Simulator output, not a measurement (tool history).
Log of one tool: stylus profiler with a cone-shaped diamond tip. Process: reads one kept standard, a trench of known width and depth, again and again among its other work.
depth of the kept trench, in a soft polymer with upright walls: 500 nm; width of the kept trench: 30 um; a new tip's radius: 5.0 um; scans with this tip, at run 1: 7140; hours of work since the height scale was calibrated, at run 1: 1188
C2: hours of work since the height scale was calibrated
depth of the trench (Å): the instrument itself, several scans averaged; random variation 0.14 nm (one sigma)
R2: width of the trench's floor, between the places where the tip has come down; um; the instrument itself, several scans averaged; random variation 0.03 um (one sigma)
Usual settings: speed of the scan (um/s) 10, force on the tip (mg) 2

{"run": 1, "hour": 0.0, "speed of the scan (um/s)": 10, "force on the tip (mg)": 2, "scans with this tip": 7140, "C2": 1188, "depth of the trench (Å)": 5074.4, "R2": 25.53}
{"run": 2, "hour": 68.4, "speed of the scan (um/s)": 10, "force on the tip (mg)": 2, "scans with this tip": 7388, "C2": 1229, "depth of the trench (Å)": 5075.6, "R2": 25.58}
{"run": 3, "hour": 134.6, "speed of the scan (um/s)": 10, "force on the tip (mg)": 2, "scans with this tip": 7628, "C2": 1269, "depth of the trench (Å)": 5074.7, "R2": 25.56}
{"run": 4, "hour": 192.2, "speed of the scan (um/s)": 17, "force on the tip (mg)": 2, "scans with this tip": 7837, "C2": 1304, "depth of the trench (Å)": 5075.8, "R2": 25.53}
{"run": 5, "hour": 239.6, "speed of the scan (um/s)": 10, "force on the tip (mg)": 2, "scans with this tip": 8008, "C2": 1333, "depth of the trench (Å)": 5077.2, "R2": 25.6}
{"run": 6, "hour": 275.1, "speed of the scan (um/s)": 10, "force on the tip (mg)": 2, "scans with this tip": 8137, "C2": 1354, "depth of the trench (Å)": 5074.4, "R2": 25.61}
{"run": 7, "hour": 345.2, "speed of the scan (um/s)": 10, "force on the tip (mg)": 1.35, "scans with this tip": 8391, "C2": 1396, "depth of the trench (Å)": 5057.3, "R2": 25.58}
{"run": 8, "hour": 414.2, "speed of the scan (um/s)": 10, "force on the tip (mg)": 1.35, "scans with this tip": 8641, "C2": 1438, "depth of the trench (Å)": 5058.5, "R2": 25.61}
{"run": 9, "hour": 467.9, "speed of the scan (um/s)": 12, "force on the tip (mg)": 1.35, "scans with this tip": 8836, "C2": 1470, "depth of the trench (Å)": 5059.8, "R2": 25.5}
{"run": 10, "hour": 505.5, "speed of the scan (um/s)": 10, "force on the tip (mg)": 3.41, "scans with this tip": 8972, "C2": 1493, "depth of the trench (Å)": 5109.9, "R2": 25.55}
{"run": 11, "hour": 560.2, "speed of the scan (um/s)": 10, "force on the tip (mg)": 3.41, "scans with this tip": 9171, "C2": 1526, "depth of the trench (Å)": 5107.9, "R2": 25.59}
{"run": 12, "hour": 645.8, "speed of the scan (um/s)": 10, "force on the tip (mg)": 3.41, "scans with this tip": 9481, "C2": 1578, "depth of the trench (Å)": 5109.1, "R2": 25.6}
{"run": 13, "hour": 725.8, "speed of the scan (um/s)": 4, "force on the tip (mg)": 1.07, "scans with this tip": 9771, "C2": 1626, "depth of the trench (Å)": 5049.4, "R2": 25.6}
{"run": 14, "hour": 765.5, "speed of the scan (um/s)": 4, "force on the tip (mg)": 1.07, "scans with this tip": 9915, "C2": 1650, "depth of the trench (Å)": 5049, "R2": 25.55}
{"run": 15, "hour": 834.1, "speed of the scan (um/s)": 4, "force on the tip (mg)": 1.07, "scans with this tip": 10163, "C2": 1691, "depth of the trench (Å)": 5049.4, "R2": 25.56}
{"run": 16, "hour": 917.6, "speed of the scan (um/s)": 19, "force on the tip (mg)": 2.58, "scans with this tip": 10466, "C2": 1742, "depth of the trench (Å)": 5088.5, "R2": 25.51}
{"run": 17, "hour": 990.0, "speed of the scan (um/s)": 19, "force on the tip (mg)": 2.58, "scans with this tip": 10729, "C2": 1785, "depth of the trench (Å)": 5089.9, "R2": 25.53}
{"run": 18, "hour": 1044.1, "speed of the scan (um/s)": 19, "force on the tip (mg)": 2.58, "scans with this tip": 10925, "C2": 1818, "depth of the trench (Å)": 5089.2, "R2": 25.51}
{"run": 19, "hour": 1096.5, "speed of the scan (um/s)": 12, "force on the tip (mg)": 0.75, "scans with this tip": 11115, "C2": 1849, "depth of the trench (Å)": 5040.5, "R2": 25.53}

4 ways to go on from here, each from the tool as it stands after run 19. What would each give?
{"run": "A", "hour": 1133.6, "speed of the scan (um/s)": 16, "force on the tip (mg)": 0.73, "scans with this tip": 11249, "C2": 1872, "depth of the trench (Å)": "?", "R2": "?"}
{"run": "B", "hour": 1133.6, "speed of the scan (um/s)": 27, "force on the tip (mg)": 1.21, "scans with this tip": 11249, "C2": 1872, "depth of the trench (Å)": "?", "R2": "?"}
{"run": "C", "hour": 1133.6, "speed of the scan (um/s)": 11, "force on the tip (mg)": 5.06, "scans with this tip": 11249, "C2": 1872, "depth of the trench (Å)": "?", "R2": "?"}
{"run": "D", "hour": 1133.6, "speed of the scan (um/s)": 10, "force on the tip (mg)": 1, "scans with this tip": 11249, "C2": 1872, "depth of the trench (Å)": "?", "R2": "?"}

run=A depth_of_the_trench_(Å)=5037.8 R2=25.51
run=B depth_of_the_trench_(Å)=5055 R2=25.39
run=C depth_of_the_trench_(Å)=5142.5 R2=25.56
run=D depth_of_the_trench_(Å)=5048.9 R2=25.53
Without the tool's hidden state the same runs would have given:
run=A depth_of_the_trench_(Å)=5037.5 R2=25.52
run=B depth_of_the_trench_(Å)=5054.7 R2=25.4
run=C depth_of_the_trench_(Å)=5142.2 R2=25.57
run=D depth_of_the_trench_(Å)=5048.6 R2=25.54

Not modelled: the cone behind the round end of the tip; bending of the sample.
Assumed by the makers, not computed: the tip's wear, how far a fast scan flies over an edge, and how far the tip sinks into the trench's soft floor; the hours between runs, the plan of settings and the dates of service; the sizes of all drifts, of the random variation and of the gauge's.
